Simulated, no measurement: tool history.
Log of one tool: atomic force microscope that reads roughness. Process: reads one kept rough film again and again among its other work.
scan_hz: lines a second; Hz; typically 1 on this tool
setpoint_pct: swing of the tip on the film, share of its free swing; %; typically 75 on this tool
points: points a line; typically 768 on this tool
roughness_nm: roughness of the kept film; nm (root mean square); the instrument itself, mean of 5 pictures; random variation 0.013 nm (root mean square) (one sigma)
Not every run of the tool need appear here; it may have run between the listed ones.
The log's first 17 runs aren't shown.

run,day,scan_hz,setpoint_pct,points,pictures with this tip,hours of work since the height scale was calibrated,roughness_nm
18,8.808,1,75,768,319,197,3.07
19,9.188,1,75,768,333,204,3.079
20,9.921,1,83,768,360,217,3.019
# day 10.108: new tip fitted
21,10.396,1,83,768,10,225,3.031
22,10.758,1,83,768,23,232,3.018
23,11.421,1,75,768,47,244,3.116
24,11.958,1,75,768,67,254,3.104
25,12.579,1,75,768,89,265,3.09
26,13.033,3.04,71,359,106,273,2.811
27,13.758,2.34,75,768,132,286,2.872
28,14.154,2.53,56,304,146,294,3.042
29,14.842,0.52,84,304,171,306,3.056
30,15.296,0.68,84,535,188,314,3.065

The next listed run, before its measurement:
31,16.025,0.65,84,269,214,328,?

{"run 31": {"roughness_nm": 2.982}}
With the hidden condition absent and the run-to-run variation left alone, this run would have shown roughness_nm 2.992 nm (root mean square).
